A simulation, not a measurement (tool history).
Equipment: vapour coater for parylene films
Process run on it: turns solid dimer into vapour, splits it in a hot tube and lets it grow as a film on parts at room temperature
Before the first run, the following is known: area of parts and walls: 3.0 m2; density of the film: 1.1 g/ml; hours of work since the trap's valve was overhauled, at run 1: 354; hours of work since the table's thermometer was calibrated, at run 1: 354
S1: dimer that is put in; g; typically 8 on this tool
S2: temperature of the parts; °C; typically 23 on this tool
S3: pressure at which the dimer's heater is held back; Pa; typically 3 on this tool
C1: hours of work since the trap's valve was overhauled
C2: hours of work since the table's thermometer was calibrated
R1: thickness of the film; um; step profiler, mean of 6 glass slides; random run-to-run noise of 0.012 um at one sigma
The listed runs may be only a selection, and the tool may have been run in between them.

| run | hour | S1 | S2 | S3 | C1 | C2 | R1 |
|---|---|---|---|---|---|---|---|
| 1 | 0 | 8 | 23 | 3 | 354 | 354 | 1.84 |
| 2 | 13.1 | 8 | 23 | 3 | 364 | 364 | 1.83 |
| 3 | 25.1 | 8 | 23 | 3 | 374 | 374 | 1.86 |
| 4 | 32.3 | 8 | 23 | 3 | 379 | 379 | 1.84 |
| 5 | 46.1 | 8 | 23 | 3 | 390 | 390 | 1.82 |
| 6 | 60.9 | 8 | 23 | 3 | 401 | 401 | 1.84 |
| 7 | 67.8 | 8 | 23 | 3 | 407 | 407 | 1.82 |
| 8 | 75.6 | 8 | 23 | 3 | 413 | 413 | 1.84 |
| 9 | 85.6 | 8 | 23 | 3 | 420 | 420 | 1.83 |
| 10 | 92.1 | 8 | 23 | 3 | 425 | 425 | 1.85 |
| 11 | 101.4 | 8 | 23 | 3 | 433 | 433 | 1.83 |
| 12 | 115.3 | 8 | 23 | 3 | 443 | 443 | 1.84 |
| 13 | 127.9 | 8 | 23 | 8.94 | 453 | 453 | 1.5 |
| 14 | 142.4 | 8 | 23 | 3 | 464 | 464 | 1.82 |
| 15 | 151.8 | 8 | 23 | 3 | 472 | 472 | 1.85 |
|  | 168 | trap's valve overhauled |
| 16 | 169.3 | 8 | 23 | 6.34 | 1 | 482 | 1.59 |
| 17 | 184.3 | 8 | 23 | 6.34 | 13 | 494 | 1.58 |
| 18 | 195.8 | 8 | 23 | 3 | 22 | 503 | 1.82 |
| 19 | 211.1 | 8 | 23 | 3 | 33 | 514 | 1.83 |
| 20 | 223.1 | 8 | 23 | 3 | 43 | 524 | 1.83 |
| 21 | 231.5 | 8 | 23 | 3 | 49 | 530 | 1.85 |
| 22 | 239 | 8 | 23 | 3 | 55 | 536 | 1.84 |
| 23 | 247.9 | 8 | 23 | 3 | 62 | 543 | 1.85 |
| 24 | 256.4 | 8 | 23 | 3 | 68 | 549 | 1.85 |
| 25 | 270 | 14 | 23 | 3.42 | 79 | 560 | 3.14 |
| 26 | 281.7 | 14 | 23 | 3.42 | 88 | 569 | 3.13 |
| 27 | 290.2 | 8 | 23 | 3.42 | 95 | 576 | 1.81 |
| 28 | 299.6 | 8 | 23 | 3.42 | 102 | 583 | 1.79 |
| 29 | 308.7 | 9 | 23 | 7.16 | 109 | 590 | 1.75 |
| 30 | 323.7 | 9 | 23 | 7.16 | 121 | 602 | 1.74 |
| 31 | 334 | 9 | 23 | 7.16 | 129 | 610 | 1.76 |
| 32 | 344.3 | 3 | 18 | 3 | 136 | 618 | 0.77 |
| 33 | 355.6 | 3 | 18 | 4.43 | 145 | 626 | 0.7 |
| 34 | 368.6 | 3 | 18 | 4.43 | 155 | 636 | 0.72 |
| 35 | 383.8 | 3 | 18 | 4.43 | 167 | 648 | 0.7 |
| 36 | 398.5 | 11 | 18 | 3.7 | 178 | 659 | 2.69 |
| 37 | 407.7 | 11 | 31 | 2.01 | 186 | 667 | 2.29 |
| 38 | 419.1 | 11 | 31 | 2.01 | 194 | 675 | 2.26 |
| 39 | 426.4 | 11 | 31 | 2.01 | 200 | 681 | 2.28 |
| 40 | 438.9 | 11 | 31 | 2.01 | 210 | 691 | 2.3 |
| 41 | 447.4 | 11 | 31 | 2.01 | 216 | 697 | 2.28 |
| 42 | 456.3 | 11 | 31 | 2.01 | 223 | 704 | 2.3 |
| 43 | 471.2 | 11 | 26 | 2.01 | 235 | 716 | 2.55 |
| 44 | 480.4 | 11 | 26 | 3.58 | 242 | 723 | 2.28 |
| 45 | 492.8 | 11 | 15 | 7.78 | 251 | 732 | 2.49 |
| 46 | 508 | 8 | 23 | 3.51 | 263 | 744 | 1.77 |
| 47 | 519.5 | 8 | 23 | 4.07 | 272 | 753 | 1.74 |

Below are 3 alternative next runs, each starting from the tool's condition after run 47. Predict each:
| A | 531.9 | 13 | 17 | 2.13 | 282 | 763 | ? |
| B | 531.9 | 9 | 23 | 3.48 | 282 | 763 | ? |
| C | 531.9 | 6 | 21 | 4.07 | 282 | 763 | ? |

| run | R1 |
|---|---|
| A | 3.64 |
| B | 2 |
| C | 1.36 |
Take away the tool's hidden state, keep each run's random variation, and the runs would have read:
| run | R1 |
|---|---|
| A | 3.65 |
| B | 2.01 |
| C | 1.37 |
